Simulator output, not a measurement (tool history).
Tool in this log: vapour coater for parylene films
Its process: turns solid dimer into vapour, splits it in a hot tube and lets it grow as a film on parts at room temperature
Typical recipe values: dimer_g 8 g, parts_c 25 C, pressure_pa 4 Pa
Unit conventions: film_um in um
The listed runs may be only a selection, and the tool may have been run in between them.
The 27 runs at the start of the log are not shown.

run 28 hour=1312.3 | dimer_g=8 parts_c=33 pressure_pa=11.59 | film_um=1.71
run 29 hour=1379.1 | dimer_g=8 parts_c=17 pressure_pa=2.91 | film_um=3.3
run 30 hour=1443.5 | dimer_g=6 parts_c=17 pressure_pa=2.91 | film_um=2.38
run 31 hour=1508.8 | dimer_g=8 parts_c=31 pressure_pa=3.42 | film_um=2.05
-- hour=1555.6 trap's valve overhauled
run 32 hour=1575.9 | dimer_g=11 parts_c=25 pressure_pa=2.47 | film_um=4.05
run 33 hour=1634 | dimer_g=5 parts_c=27 pressure_pa=2.66 | film_um=1.66
run 34 hour=1699 | dimer_g=5 parts_c=27 pressure_pa=3.35 | film_um=1.53
run 35 hour=1753.9 | dimer_g=8 parts_c=27 pressure_pa=9.94 | film_um=1.98
run 36 hour=1817.7 | dimer_g=3 parts_c=19 pressure_pa=3.89 | film_um=1.05
run 37 hour=1871.5 | dimer_g=10 parts_c=22 pressure_pa=4 | film_um=3.17

5 ways to go on from here, each from the tool as it stands after run 37. What would each give?
-- hour=1929 trap's valve overhauled
run A hour=1944.8 | dimer_g=8 parts_c=25 pressure_pa=4.8 | film_um=?
-- hour=1929 trap's valve overhauled
run B hour=1944.8 | dimer_g=8 parts_c=25 pressure_pa=5.82 | film_um=?
-- hour=1929 trap's valve overhauled
run C hour=1944.8 | dimer_g=8 parts_c=34 pressure_pa=4 | film_um=?
-- hour=1929 trap's valve overhauled
run D hour=1944.8 | dimer_g=4 parts_c=23 pressure_pa=4 | film_um=?
-- hour=1929 trap's valve overhauled
run E hour=1944.8 | dimer_g=3 parts_c=25 pressure_pa=3.03 | film_um=?

run=A film_um=2.54
run=B film_um=2.47
run=C film_um=2.11
run=D film_um=1.4
run=E film_um=1.06
The same runs, with their run-to-run variation unchanged, on a tool lacking any hidden condition would have given:
run=A film_um=2.63
run=B film_um=2.55
run=C film_um=2.18
run=D film_um=1.45
run=E film_um=1.1
